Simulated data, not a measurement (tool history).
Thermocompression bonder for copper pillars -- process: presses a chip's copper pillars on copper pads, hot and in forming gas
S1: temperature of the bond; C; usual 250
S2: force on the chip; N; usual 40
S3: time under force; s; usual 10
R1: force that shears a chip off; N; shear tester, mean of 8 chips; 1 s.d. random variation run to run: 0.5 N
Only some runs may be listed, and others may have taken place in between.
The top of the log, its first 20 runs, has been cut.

run,day,S1,S2,S3,R1
21,10.054,239,33,9,30.0
22,10.788,250,40,10,46.8
23,11.408,270,29,10,47.1
24,12.117,238,39,8,33.9
25,12.767,238,39,8,33.6
26,13.504,238,39,8,32.8
27,13.954,241,53,10,53.2
28,14.392,228,43,7,29.3
29,14.867,223,55,10,40.3
30,15.592,227,32,15,27.6
31,16.025,227,32,15,27.5
# day 16.412: forming gas filter changed
32,16.412,227,31,15,27.8
33,17.192,276,46,10,77.9
34,17.971,222,31,17,26.8
35,18.529,250,40,11,49.3
36,19.288,254,30,10,36.7
37,19.938,254,30,10,37.8
38,20.471,250,50,6,49.0
39,21.142,229,50,28,60.8

Here are 5 independent what-if runs from the current tool condition. What would each one return?
A,21.529,238,29,10,?
B,21.529,220,40,10,?
C,21.529,260,40,10,?
D,21.529,265,41,28,?
E,21.529,256,52,10,?

run,R1
A,26.9
B,26.0
C,55.1
D,83.2
E,66.7
Stripped of hidden state, with their random variation kept, the same runs would have yielded:
run,R1
A,27.0
B,26.2
C,55.3
D,83.5
E,67.0

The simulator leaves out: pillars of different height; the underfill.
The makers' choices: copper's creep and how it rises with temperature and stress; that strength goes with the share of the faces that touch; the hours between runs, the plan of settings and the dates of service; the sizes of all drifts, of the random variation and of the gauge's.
